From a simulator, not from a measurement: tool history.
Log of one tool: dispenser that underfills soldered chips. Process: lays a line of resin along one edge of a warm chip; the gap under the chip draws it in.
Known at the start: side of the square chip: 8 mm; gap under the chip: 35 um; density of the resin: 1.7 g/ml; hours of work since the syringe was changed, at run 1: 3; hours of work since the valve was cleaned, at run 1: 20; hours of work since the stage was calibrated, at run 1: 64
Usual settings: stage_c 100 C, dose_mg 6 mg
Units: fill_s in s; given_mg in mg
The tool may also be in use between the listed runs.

| run | hour | stage_c | dose_mg | hours of work since the syringe was changed | hours of work since the valve was cleaned | hours of work since the stage was calibrated | fill_s | given_mg |
|---|---|---|---|---|---|---|---|---|
| 1 | 0 | 100 | 6 | 3 | 20 | 64 | 116.4 | 5.94 |
|  | 5.7 | new syringe of resin |
| 2 | 7.2 | 100 | 6 | 1 | 25 | 69 | 99.7 | 5.93 |
|  | 15.8 | new syringe of resin |
| 3 | 17.7 | 100 | 5.98 | 1 | 33 | 77 | 104.1 | 5.91 |
|  | 25 | new syringe of resin |
| 4 | 28.2 | 114 | 6 | 2 | 41 | 85 | 74 | 5.87 |
|  | 34.6 | new syringe of resin |
| 5 | 34.8 | 100 | 6.87 | 0 | 45 | 89 | 93.4 | 6.71 |
|  | 42 | dispensing valve cleaned and set on the balance |
| 6 | 43.6 | 100 | 6.87 | 6 | 1 | 95 | 136 | 6.87 |
|  | 45.1 | new syringe of resin |
|  | 55.3 | new syringe of resin |
| 7 | 56.6 | 100 | 6.62 | 1 | 11 | 105 | 95.9 | 6.6 |
| 8 | 63.4 | 100 | 6 | 6 | 16 | 110 | 134 | 5.94 |
|  | 65.1 | new syringe of resin |
| 9 | 73.3 | 100 | 6 | 6 | 23 | 117 | 137 | 5.91 |
|  | 75.1 | new syringe of resin |
| 10 | 82.8 | 96 | 6 | 6 | 30 | 124 | 152.2 | 5.88 |
|  | 84.3 | new syringe of resin |
|  | 94.3 | new syringe of resin |
| 11 | 94.9 | 100 | 6 | 0 | 38 | 132 | 94.5 | 5.87 |
|  | 104.1 | new syringe of resin |
| 12 | 108.2 | 100 | 6 | 3 | 48 | 142 | 113.4 | 5.81 |
|  | 111.3 | dispensing valve cleaned and set on the balance |
|  | 114.6 | new syringe of resin |
| 13 | 123.1 | 100 | 7.65 | 6 | 9 | 152 | 138.2 | 7.6 |
|  | 124.5 | new syringe of resin |
| 14 | 129.8 | 100 | 6.22 | 4 | 13 | 157 | 124.2 | 6.17 |
|  | 134.6 | new syringe of resin |
|  | 144.2 | new syringe of resin |
| 15 | 145.6 | 100 | 5.14 | 1 | 25 | 169 | 103.6 | 5.08 |
|  | 153.6 | new syringe of resin |
| 16 | 153.6 | 88 | 5.14 | 0 | 31 | 174 | 137.8 | 5.04 |
| 17 | 162.3 | 88 | 5.14 | 7 | 37 | 181 | 211.3 | 5.04 |
|  | 163.7 | new syringe of resin |
| 18 | 169.2 | 88 | 5.14 | 4 | 42 | 186 | 180.9 | 5.01 |
|  | 173.6 | new syringe of resin |
|  | 180.5 | dispensing valve cleaned and set on the balance |
| 19 | 183.2 | 110 | 7.62 | 6 | 2 | 196 | 107.3 | 7.64 |
|  | 184.7 | new syringe of resin |
|  | 194.5 | new syringe of resin |
| 20 | 198.9 | 114 | 5.78 | 3 | 13 | 207 | 79.7 | 5.75 |
|  | 204.8 | new syringe of resin |
|  | 214 | new syringe of resin |
| 21 | 214 | 88 | 5.78 | 0 | 24 | 218 | 134.8 | 5.71 |
|  | 223.5 | new syringe of resin |
| 22 | 224.5 | 104 | 6.35 | 1 | 32 | 225 | 87.9 | 6.24 |
|  | 233.8 | new syringe of resin |
| 23 | 239.9 | 97 | 5.51 | 5 | 43 | 237 | 143.2 | 5.38 |
|  | 243.4 | new syringe of resin |
|  | 249.3 | dispensing valve cleaned and set on the balance |
|  | 253.7 | new syringe of resin |
| 24 | 253.7 | 95 | 7.59 | 0 | 3 | 246 | 109.6 | 7.6 |
|  | 263.6 | new syringe of resin |
| 25 | 268.4 | 95 | 7.59 | 4 | 14 | 257 | 132.6 | 7.55 |
|  | 273.5 | new syringe of resin |
| 26 | 278.9 | 86 | 7.48 | 4 | 22 | 265 | 185.1 | 7.38 |
|  | 282.7 | new syringe of resin |
| 27 | 285.8 | 95 | 5.3 | 2 | 27 | 269 | 131.6 | 5.22 |
|  | 292.2 | new syringe of resin |
| 28 | 292.9 | 96 | 7.46 | 1 | 32 | 275 | 109 | 7.34 |
|  | 302 | new syringe of resin |
| 29 | 302 | 96 | 7.46 | 0 | 38 | 281 | 107.6 | 7.3 |
|  | 311.3 | new syringe of resin |
| 30 | 311.3 | 110 | 5.95 | 0 | 45 | 288 | 73.2 | 5.82 |
|  | 318.4 | dispensing valve cleaned and set on the balance |
|  | 322.8 | new syringe of resin |
| 31 | 326 | 114 | 5.58 | 2 | 6 | 298 | 74.9 | 5.58 |
|  | 333 | new syringe of resin |
| 32 | 338.1 | 99 | 6 | 4 | 14 | 307 | 127.1 | 5.98 |
|  | 342.9 | new syringe of resin |
| 33 | 345.7 | 99 | 6 | 2 | 20 | 312 | 113.3 | 5.95 |
|  | 353 | new syringe of resin |
| 34 | 358.1 | 92 | 6.64 | 4 | 29 | 322 | 153.7 | 6.53 |
|  | 362.3 | new syringe of resin |
|  | 372.3 | new syringe of resin |
| 35 | 372.3 | 86 | 5.91 | 0 | 39 | 332 | 148.4 | 5.81 |

Forecast each of these 3 alternatives for the next run:
|  | 381.6 | new syringe of resin |
| A | 381.6 | 104 | 6.6 | 0 | 46 | 339 | ? | ? |
|  | 381.6 | new syringe of resin |
| B | 381.6 | 93 | 6.09 | 0 | 46 | 339 | ? | ? |
|  | 381.6 | new syringe of resin |
| C | 381.6 | 93 | 5.91 | 0 | 46 | 339 | ? | ? |

| run | fill_s | given_mg |
|---|---|---|
| A | 86.2 | 6.42 |
| B | 120.3 | 5.93 |
| C | 121.3 | 5.77 |
Without the tool's hidden state the same runs would have given:
| run | fill_s | given_mg |
|---|---|---|
| A | 80.6 | 6.59 |
| B | 111.9 | 6.09 |
| C | 112.8 | 5.93 |
